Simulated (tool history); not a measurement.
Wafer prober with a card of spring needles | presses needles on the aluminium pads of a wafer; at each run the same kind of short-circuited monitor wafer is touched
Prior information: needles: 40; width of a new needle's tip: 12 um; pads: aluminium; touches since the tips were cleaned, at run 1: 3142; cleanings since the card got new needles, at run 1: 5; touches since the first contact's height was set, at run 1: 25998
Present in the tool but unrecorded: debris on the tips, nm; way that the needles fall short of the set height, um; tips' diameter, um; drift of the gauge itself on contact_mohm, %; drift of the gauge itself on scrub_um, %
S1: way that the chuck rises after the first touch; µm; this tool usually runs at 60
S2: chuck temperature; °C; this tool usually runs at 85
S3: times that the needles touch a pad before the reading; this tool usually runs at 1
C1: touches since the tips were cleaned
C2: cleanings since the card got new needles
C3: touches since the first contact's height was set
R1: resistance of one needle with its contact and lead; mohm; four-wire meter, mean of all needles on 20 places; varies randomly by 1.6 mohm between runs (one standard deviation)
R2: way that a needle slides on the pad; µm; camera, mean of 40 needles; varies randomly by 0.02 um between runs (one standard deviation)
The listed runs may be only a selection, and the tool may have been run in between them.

run   hour  S1   S2  S3    C1  C2      C3   R1     R2
  1      0  60   85   1  3142   5   25998  196   8.19
       5.2  -- tips cleaned on abrasive film
  2   11.8  60   85   1  2111   6   29751  193   8.17
  3   18.8  60   85   1  4354   6   31994  215   8.16
      19.6  -- tips cleaned on abrasive film
  4   30.9  60   85   1  3607   7   35834  211   8.18
      34.4  -- tips cleaned on abrasive film
  5   39.1  60   85   1  1476   8   38410  184   8.12
  6   47.7  60   85   1  4258   8   41192  218   8.14
      49.2  -- tips cleaned on abrasive film
  7     55  60   85   1  1875   9   43487  191    8.1
  8   62.5  60   85   1  4274   9   45886  217   8.09
      64.6  -- tips cleaned on abrasive film
  9   71.8  60   85   1  2308  10   48830  195    8.1
      79.6  -- tips cleaned on abrasive film
 10   81.7  60   85   1   651  11   51962  177   8.04
      93.8  -- tips cleaned on abrasive film
 11   95.5  60   85   1   535  12   56354  172   8.08
 12  104.2  60   85   1  3318  12   59137  211   8.07
     108.6  -- tips cleaned on abrasive film
 13  113.6  60   85   1  1619  13   62126  184   8.03
     122.9  -- tips cleaned on abrasive film
 14  129.6  70   85   1  2134  14   67204  183   9.41
     137.3  -- tips cleaned on abrasive film
 15  146.3  70   85   1  2852  15   72517  187    9.4
     151.6  -- tips cleaned on abrasive film
 16  156.4  70   85   1  1557  16   75748  179   9.36
     165.8  -- tips cleaned on abrasive film
 17  170.3  61   85   1  1456  17   80153  184    8.1
     180.5  -- tips cleaned on abrasive film
 18    181  80   85   1   174  18   83550  157  10.72
 19  188.1  60   85   1  2446  18   85822  207   7.97
     194.9  -- tips cleaned on abrasive film
 20  197.8  60   85   1   953  19   88909  182   7.95
       210  -- tips cleaned on abrasive film
 21  212.5  60   85   1   812  20   93573  179   7.92
     224.5  -- tips cleaned on abrasive film
 22    227  60   85   1   792  21   98176  183   7.89
 23  237.4  77   74   2  4137  21  101521  177  10.24
     239.6  -- tips cleaned on abrasive film
 24  247.6  60   85   2  2581  22  104756  189   7.87
     254.7  -- tips cleaned on abrasive film
 25  261.1  60   85   2  2061  23  109055  185   7.88
     269.7  -- tips cleaned on abrasive film
 26  272.8  60   85   2   979  24  112749  172   7.83
     275.1  -- height of the first contact set anew
     284.2  -- tips cleaned on abrasive film
 27  286.3  60   85   2   659  25    3559  167   8.26
     299.5  -- tips cleaned on abrasive film
 28  301.4  60   85   2   610  26    8380  167   8.19
 29  309.1  54   86   2  3072  26   10842  196   7.42
     314.3  -- tips cleaned on abrasive film
 30  316.5  54   86   2   713  27   13171  173    7.4
     329.1  -- tips cleaned on abrasive film
 31  329.1  74   86   2     0  28   17174  158   10.1
 32  337.5  74   86   2  2705  28   19879  174  10.07
     344.1  -- tips cleaned on abrasive film
 33  350.3  72  124   1  1985  29   23931  184   9.84
     359.1  -- tips cleaned on abrasive film
 34  363.7  72  124   1  1460  30   28194  180   9.83
     373.3  -- tips cleaned on abrasive film
 35  375.3  72   52   3   644  31   31884  154   9.81

Entry by entry between the runs, the difference in hidden state between the last listed run before and the first listed run after:
In the gap between runs 1 and 2: tips cleaned on abrasive film (hour 5.2)
  debris on the tips, nm: 75.3 -> 64; way that the needles fall short of the set height, um: 0.58 -> 0.71; tips' diameter, um: 12.2 -> 12.25
  measured value less the no-hidden-state value, R1: +43 -> +36 mohm; R2: -0.08 -> -0.1 µm
In the gap between runs 3 and 4: tips cleaned on abrasive film (hour 19.6)
  debris on the tips, nm: 106.2 -> 95.9; way that the needles fall short of the set height, um: 0.71 -> 0.82; tips' diameter, um: 12.25 -> 12.29
  measured value less the no-hidden-state value, R1: +61 -> +55 mohm; R2: -0.1 -> -0.11 µm
In the gap between runs 4 and 5: tips cleaned on abrasive film (hour 34.4)
  debris on the tips, nm: 95.9 -> 48.8; way that the needles fall short of the set height, um: 0.82 -> 0.93; tips' diameter, um: 12.29 -> 12.32
  measured value less the no-hidden-state value, R1: +55 -> +28 mohm; R2: -0.11 -> -0.13 µm
In the gap between runs 6 and 7: tips cleaned on abrasive film (hour 49.2)
  debris on the tips, nm: 102.1 -> 59.3; way that the needles fall short of the set height, um: 0.93 -> 1.01; tips' diameter, um: 12.32 -> 12.35
  measured value less the no-hidden-state value, R1: +60 -> +35 mohm; R2: -0.12 -> -0.14 µm
In the gap between runs 8 and 9: tips cleaned on abrasive film (hour 64.6)
  debris on the tips, nm: 105 -> 66.5; way that the needles fall short of the set height, um: 1.01 -> 1.15; tips' diameter, um: 12.35 -> 12.4
  measured value less the no-hidden-state value, R1: +61 -> +40 mohm; R2: -0.14 -> -0.16 µm
In the gap between runs 9 and 10: tips cleaned on abrasive film (hour 79.6)
  debris on the tips, nm: 66.5 -> 32.6; way that the needles fall short of the set height, um: 1.15 -> 1.26; tips' diameter, um: 12.4 -> 12.44
  measured value less the no-hidden-state value, R1: +40 -> +20 mohm; R2: -0.16 -> -0.18 µm
In the gap between runs 10 and 11: tips cleaned on abrasive film (hour 93.8)
  debris on the tips, nm: 32.6 -> 25.9; way that the needles fall short of the set height, um: 1.26 -> 1.38; tips' diameter, um: 12.44 -> 12.48
  measured value less the no-hidden-state value, R1: +20 -> +16 mohm; R2: -0.18 -> -0.19 µm
In the gap between runs 12 and 13: tips cleaned on abrasive film (hour 108.6)
  debris on the tips, nm: 85.9 -> 52.8; way that the needles fall short of the set height, um: 1.38 -> 1.51; tips' diameter, um: 12.48 -> 12.53
  measured value less the no-hidden-state value, R1: +52 -> +32 mohm; R2: -0.19 -> -0.21 µm
In the gap between runs 13 and 14: tips cleaned on abrasive film (hour 122.9)
  debris on the tips, nm: 52.8 -> 66.4; way that the needles fall short of the set height, um: 1.51 -> 1.65; tips' diameter, um: 12.53 -> 12.58
  measured value less the no-hidden-state value, R1: +32 -> +31 mohm; R2: -0.21 -> -0.23 µm
In the gap between runs 14 and 15: tips cleaned on abrasive film (hour 137.3)
  debris on the tips, nm: 66.4 -> 77.3; way that the needles fall short of the set height, um: 1.65 -> 1.79; tips' diameter, um: 12.58 -> 12.63
  measured value less the no-hidden-state value, R1: +31 -> +36 mohm; R2: -0.23 -> -0.24 µm
In the gap between runs 15 and 16: tips cleaned on abrasive film (hour 151.6)
  debris on the tips, nm: 77.3 -> 54; way that the needles fall short of the set height, um: 1.79 -> 1.9; tips' diameter, um: 12.63 -> 12.67
  measured value less the no-hidden-state value, R1: +36 -> +27 mohm; R2: -0.24 -> -0.26 µm
In the gap between runs 16 and 17: tips cleaned on abrasive film (hour 165.8)
  debris on the tips, nm: 54 -> 48.5; way that the needles fall short of the set height, um: 1.9 -> 2.03; tips' diameter, um: 12.67 -> 12.71
  measured value less the no-hidden-state value, R1: +27 -> +31 mohm; R2: -0.26 -> -0.28 µm
In the gap between runs 17 and 18: tips cleaned on abrasive film (hour 180.5)
  debris on the tips, nm: 48.5 -> 15.4; way that the needles fall short of the set height, um: 2.03 -> 2.16; tips' diameter, um: 12.71 -> 12.75
  measured value less the no-hidden-state value, R1: +31 -> +6 mohm; R2: -0.28 -> -0.3 µm
In the gap between runs 19 and 20: tips cleaned on abrasive film (hour 194.9)
  debris on the tips, nm: 73.8 -> 41.9; way that the needles fall short of the set height, um: 2.16 -> 2.28; tips' diameter, um: 12.75 -> 12.8
  measured value less the no-hidden-state value, R1: +48 -> +28 mohm; R2: -0.3 -> -0.31 µm
In the gap between runs 20 and 21: tips cleaned on abrasive film (hour 210)
  debris on the tips, nm: 41.9 -> 34.8; way that the needles fall short of the set height, um: 2.28 -> 2.39; tips' diameter, um: 12.8 -> 12.84
  measured value less the no-hidden-state value, R1: +28 -> +24 mohm; R2: -0.31 -> -0.33 µm
In the gap between runs 21 and 22: tips cleaned on abrasive film (hour 224.5)
  debris on the tips, nm: 34.8 -> 34.6; way that the needles fall short of the set height, um: 2.39 -> 2.5; tips' diameter, um: 12.84 -> 12.87
  measured value less the no-hidden-state value, R1: +24 -> +25 mohm; R2: -0.33 -> -0.34 µm
In the gap between runs 23 and 24: tips cleaned on abrasive film (hour 239.6)
  debris on the tips, nm: 107 -> 76.9; way that the needles fall short of the set height, um: 2.5 -> 2.64; tips' diameter, um: 12.87 -> 12.92
  measured value less the no-hidden-state value, R1: +27 -> +32 mohm; R2: -0.34 -> -0.36 µm
In the gap between runs 24 and 25: tips cleaned on abrasive film (hour 254.7)
  debris on the tips, nm: 76.9 -> 69.4; way that the needles fall short of the set height, um: 2.64 -> 2.77; tips' diameter, um: 12.92 -> 12.97
  measured value less the no-hidden-state value, R1: +32 -> +30 mohm; R2: -0.36 -> -0.38 µm
In the gap between runs 25 and 26: tips cleaned on abrasive film (hour 269.7)
  debris on the tips, nm: 69.4 -> 35.8; way that the needles fall short of the set height, um: 2.77 -> 2.9; tips' diameter, um: 12.97 -> 13.01
  measured value less the no-hidden-state value, R1: +30 -> +17 mohm; R2: -0.38 -> -0.4 µm
In the gap between runs 26 and 27: height of the first contact set anew (hour 275.1); tips cleaned on abrasive film (hour 284.2)
  debris on the tips, nm: 35.8 -> 30.3; way that the needles fall short of the set height, um: 2.9 -> 0.09; tips' diameter, um: 13.01 -> 13.05
  measured value less the no-hidden-state value, R1: +17 -> +13 mohm; R2: -0.4 -> -0.01 µm
In the gap between runs 27 and 28: tips cleaned on abrasive film (hour 299.5)
  debris on the tips, nm: 30.3 -> 26.3; way that the needles fall short of the set height, um: 0.09 -> 0.22; tips' diameter, um: 13.05 -> 13.09
  measured value less the no-hidden-state value, R1: +13 -> +11 mohm; R2: -0.01 -> -0.03 µm
In the gap between runs 29 and 30: tips cleaned on abrasive film (hour 314.3)
  debris on the tips, nm: 80.1 -> 27.5; way that the needles fall short of the set height, um: 0.22 -> 0.36; tips' diameter, um: 13.09 -> 13.14
  measured value less the no-hidden-state value, R1: +37 -> +14 mohm; R2: -0.02 -> -0.05 µm
In the gap between runs 30 and 31: tips cleaned on abrasive film (hour 329.1)
  debris on the tips, nm: 27.5 -> 12.3; way that the needles fall short of the set height, um: 0.36 -> 0.5; tips' diameter, um: 13.14 -> 13.19
  measured value less the no-hidden-state value, R1: +14 -> +4 mohm; R2: -0.05 -> -0.07 µm
In the gap between runs 32 and 33: tips cleaned on abrasive film (hour 344.1)
  debris on the tips, nm: 79 -> 58.8; way that the needles fall short of the set height, um: 0.5 -> 0.61; tips' diameter, um: 13.19 -> 13.23
  measured value less the no-hidden-state value, R1: +21 -> +25 mohm; R2: -0.06 -> -0.08 µm
In the gap between runs 33 and 34: tips cleaned on abrasive film (hour 359.1)
  debris on the tips, nm: 58.8 -> 49.3; way that the needles fall short of the set height, um: 0.61 -> 0.7; tips' diameter, um: 13.23 -> 13.26
  measured value less the no-hidden-state value, R1: +25 -> +22 mohm; R2: -0.08 -> -0.09 µm
In the gap between runs 34 and 35: tips cleaned on abrasive film (hour 373.3)
  debris on the tips, nm: 49.3 -> 29.7; way that the needles fall short of the set height, um: 0.7 -> 0.85; tips' diameter, um: 13.26 -> 13.31
  measured value less the no-hidden-state value, R1: +22 -> +7 mohm; R2: -0.09 -> -0.12 µm

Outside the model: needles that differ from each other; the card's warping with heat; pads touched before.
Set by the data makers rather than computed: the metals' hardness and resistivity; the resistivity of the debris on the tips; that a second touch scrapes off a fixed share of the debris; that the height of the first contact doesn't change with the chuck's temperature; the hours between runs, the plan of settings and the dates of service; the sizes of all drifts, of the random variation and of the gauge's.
